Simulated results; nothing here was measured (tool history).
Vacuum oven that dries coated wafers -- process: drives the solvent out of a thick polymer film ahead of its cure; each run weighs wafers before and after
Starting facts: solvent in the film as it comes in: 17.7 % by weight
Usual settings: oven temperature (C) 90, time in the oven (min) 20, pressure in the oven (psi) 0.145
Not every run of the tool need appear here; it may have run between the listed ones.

Run 1, hour 0: usual settings. Result: solvent left in the film (%) 1.86.
Run 2, hour 71.1: usual settings. Result: solvent left in the film (%) 1.89.
Run 3, hour 184.7: usual settings. Result: solvent left in the film (%) 1.9.
At hour 281.8: vacuum gauge cleaned of residue and calibrated.
Run 4, hour 293.9: usual settings. Result: solvent left in the film (%) 1.86.
Run 5, hour 367.2: usual settings. Result: solvent left in the film (%) 1.8.
Run 6, hour 417.1: usual settings. Result: solvent left in the film (%) 1.82.
Run 7, hour 493.1: usual settings. Result: solvent left in the film (%) 1.94.
Run 8, hour 569.9: usual settings. Result: solvent left in the film (%) 1.93.
Run 9, hour 647.5: usual settings but pressure in the oven (psi) 0.206. Result: solvent left in the film (%) 1.94.
Run 10, hour 753.4: usual settings but pressure in the oven (psi) 0.206. Result: solvent left in the film (%) 1.81.
Run 11, hour 824.8: usual settings but pressure in the oven (psi) 0.206. Result: solvent left in the film (%) 1.97.
Run 12, hour 900.4: usual settings but pressure in the oven (psi) 0.206. Result: solvent left in the film (%) 1.97.
Run 13, hour 953.2: usual settings but pressure in the oven (psi) 0.206. Result: solvent left in the film (%) 1.98.
Run 14, hour 1051.2: usual settings but pressure in the oven (psi) 0.206. Result: solvent left in the film (%) 1.98.
Run 15, hour 1131.9: usual settings but pressure in the oven (psi) 0.206. Result: solvent left in the film (%) 1.97.
Run 16, hour 1233.6: usual settings but oven temperature (C) 83. Result: solvent left in the film (%) 3.54.
At hour 1262.2: oven's thermocouples calibrated.
Run 17, hour 1318.8: usual settings but oven temperature (C) 84, time in the oven (min) 11, pressure in the oven (psi) 0.171. Result: solvent left in the film (%) 6.46.
Run 18, hour 1379.2: usual settings but oven temperature (C) 81. Result: solvent left in the film (%) 4.22.
Run 19, hour 1480.7: usual settings but oven temperature (C) 95. Result: solvent left in the film (%) 1.07.
Run 20, hour 1579.9: usual settings but oven temperature (C) 95. Result: solvent left in the film (%) 1.01.

5 ways to go on from here, each from the tool as it stands after run 20. What would each give?
Run A, hour 1689.3: usual settings but oven temperature (C) 81, pressure in the oven (psi) 0.083. Result: solvent left in the film (%) ?.
Run B, hour 1689.3: usual settings but oven temperature (C) 95, pressure in the oven (psi) 0.086. Result: solvent left in the film (%) ?.
Run C, hour 1689.3: usual settings but oven temperature (C) 95, time in the oven (min) 28. Result: solvent left in the film (%) ?.
Run D, hour 1689.3: usual settings but oven temperature (C) 100, time in the oven (min) 10, pressure in the oven (psi) 0.171. Result: solvent left in the film (%) ?.
Run E, hour 1689.3: usual settings but oven temperature (C) 92, time in the oven (min) 14, pressure in the oven (psi) 0.128. Result: solvent left in the film (%) ?.

run  solvent left in the film (%)
  A                          4.06
  B                          0.84
  C                          0.49
  D                          2.33
  E                          2.66
The same runs, with their run-to-run variation unchanged, on a tool lacking any hidden condition would have given:
run  solvent left in the film (%)
  A                          4.05
  B                          0.84
  C                          0.48
  D                          2.33
  E                          2.65
